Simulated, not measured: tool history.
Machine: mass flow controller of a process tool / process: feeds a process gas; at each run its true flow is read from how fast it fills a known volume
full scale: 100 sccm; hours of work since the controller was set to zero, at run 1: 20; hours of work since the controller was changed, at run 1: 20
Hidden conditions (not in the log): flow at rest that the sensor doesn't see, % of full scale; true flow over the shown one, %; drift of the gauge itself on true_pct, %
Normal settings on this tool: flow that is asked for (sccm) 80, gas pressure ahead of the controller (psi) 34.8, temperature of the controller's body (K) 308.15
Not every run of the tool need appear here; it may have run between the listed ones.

run,hour,flow that is asked for (sccm),gas pressure ahead of the controller (psi),temperature of the controller's body (K),hours of work since the controller was set to zero,hours of work since the controller was changed,true flow (%)
1,0.0,80,34.8,308.15,20,20,99.22
2,217.4,80,34.8,308.15,185,185,99.13
3,458.3,80,29.4,308.15,369,369,98.82
4,564.1,80,29.4,312.15,449,449,98.64
5,770.7,80,34.8,308.15,606,606,99.16
6,980.8,80,34.8,308.15,766,766,99.12
7,1181.9,80,34.8,303.15,919,919,99.44
8,1352.0,16,38.9,294.15,1048,1048,97.78
9,1590.6,29,28.9,294.15,1229,1229,98.05
10,1725.3,42,22.8,304.15,1332,1332,97.68
11,1968.1,42,22.8,304.15,1516,1516,97.54
12,2140.1,42,27.7,304.15,1647,1647,97.66

Each row is a separate what-if for the run after 12, all from the same tool condition, not one after another. Results?
A,2281.3,19,20.9,295.15,1754,1754,?
B,2281.3,80,34.8,306.15,1754,1754,?
C,2281.3,48,27.7,300.15,1754,1754,?
D,2281.3,16,30.7,304.15,1754,1754,?

run,true flow (%)
A,96.76
B,99.40
C,98.13
D,96.45
Had the tool no hidden state, the same runs would have come out as:
run,true flow (%)
A,97.54
B,99.40
C,98.29
D,97.42
